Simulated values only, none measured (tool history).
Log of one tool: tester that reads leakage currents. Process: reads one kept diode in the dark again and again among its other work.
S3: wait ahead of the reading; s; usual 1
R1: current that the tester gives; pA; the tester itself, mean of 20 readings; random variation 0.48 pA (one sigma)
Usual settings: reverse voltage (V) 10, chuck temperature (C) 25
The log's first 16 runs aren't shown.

{"run": 17, "hour": 767.4, "reverse voltage (V)": 10, "chuck temperature (C)": 25, "S3": 1, "R1": 179.43}
{"run": 18, "hour": 833.8, "reverse voltage (V)": 10, "chuck temperature (C)": 25, "S3": 1, "R1": 179.67}
{"run": 19, "hour": 896.7, "reverse voltage (V)": 10, "chuck temperature (C)": 25, "S3": 0.6, "R1": 182.92}
{"run": 20, "hour": 966.5, "reverse voltage (V)": 10, "chuck temperature (C)": 25, "S3": 0.6, "R1": 182.88}
{"run": 21, "hour": 1021.6, "reverse voltage (V)": 10, "chuck temperature (C)": 25, "S3": 0.6, "R1": 183.25}
{"run": 22, "hour": 1057.4, "reverse voltage (V)": 10, "chuck temperature (C)": 25, "S3": 0.8, "R1": 184.03}
{"hour": 1065.9, "done": "chuck's temperature calibrated"}
{"run": 23, "hour": 1121.3, "reverse voltage (V)": 10, "chuck temperature (C)": 25, "S3": 0.8, "R1": 194.01}
{"run": 24, "hour": 1177.4, "reverse voltage (V)": 2.1, "chuck temperature (C)": 25, "S3": 7.49, "R1": 96.06}
{"run": 25, "hour": 1226.3, "reverse voltage (V)": 2.2, "chuck temperature (C)": 25, "S3": 7.49, "R1": 98.63}
{"run": 26, "hour": 1285.4, "reverse voltage (V)": 2.2, "chuck temperature (C)": 25, "S3": 7.49, "R1": 99.15}
{"hour": 1297.8, "done": "chuck's temperature calibrated, once more"}
{"hour": 1324.8, "done": "probe card cleaned and baked"}
{"run": 27, "hour": 1330.1, "reverse voltage (V)": 2.2, "chuck temperature (C)": 25, "S3": 9.67, "R1": 82.01}
{"run": 28, "hour": 1369.0, "reverse voltage (V)": 9.3, "chuck temperature (C)": 25, "S3": 9.67, "R1": 151.87}
{"run": 29, "hour": 1418.9, "reverse voltage (V)": 9.3, "chuck temperature (C)": 25, "S3": 9.67, "R1": 152.91}
{"run": 30, "hour": 1451.8, "reverse voltage (V)": 10.6, "chuck temperature (C)": 32, "S3": 1, "R1": 316.35}
{"run": 31, "hour": 1494.9, "reverse voltage (V)": 3.2, "chuck temperature (C)": 45, "S3": 0.78, "R1": 599.59}
{"run": 32, "hour": 1563.9, "reverse voltage (V)": 1.6, "chuck temperature (C)": 25, "S3": 0.5, "R1": 72.79}
{"run": 33, "hour": 1630.1, "reverse voltage (V)": 1.2, "chuck temperature (C)": 25, "S3": 0.35, "R1": 64.59}
{"run": 34, "hour": 1697.6, "reverse voltage (V)": 7, "chuck temperature (C)": 49, "S3": 0.37, "R1": 1191.74}
{"run": 35, "hour": 1767.5, "reverse voltage (V)": 7, "chuck temperature (C)": 49, "S3": 0.37, "R1": 1199.61}
{"run": 36, "hour": 1833.3, "reverse voltage (V)": 3.1, "chuck temperature (C)": 58, "S3": 0.49, "R1": 1760.29}
{"run": 37, "hour": 1882.2, "reverse voltage (V)": 10, "chuck temperature (C)": 27, "S3": 1.18, "R1": 200.35}
{"run": 38, "hour": 1919.5, "reverse voltage (V)": 4, "chuck temperature (C)": 27, "S3": 0.38, "R1": 134.28}
{"run": 39, "hour": 1961.8, "reverse voltage (V)": 10, "chuck temperature (C)": 22, "S3": 0.38, "R1": 124.61}

Forecast each of these 3 alternatives for the next run:
{"run": "A", "hour": 2009.9, "reverse voltage (V)": 18, "chuck temperature (C)": 22, "S3": 9.02, "R1": "?"}
{"run": "B", "hour": 2009.9, "reverse voltage (V)": 1.4, "chuck temperature (C)": 33, "S3": 1.99, "R1": "?"}
{"run": "C", "hour": 2009.9, "reverse voltage (V)": 9.3, "chuck temperature (C)": 30, "S3": 1.2, "R1": "?"}

run=A R1=160.74
run=B R1=150.15
run=C R1=258.19
Without the tool's hidden state the same runs would have given:
run=A R1=152.07
run=B R1=145.21
run=C R1=248.28

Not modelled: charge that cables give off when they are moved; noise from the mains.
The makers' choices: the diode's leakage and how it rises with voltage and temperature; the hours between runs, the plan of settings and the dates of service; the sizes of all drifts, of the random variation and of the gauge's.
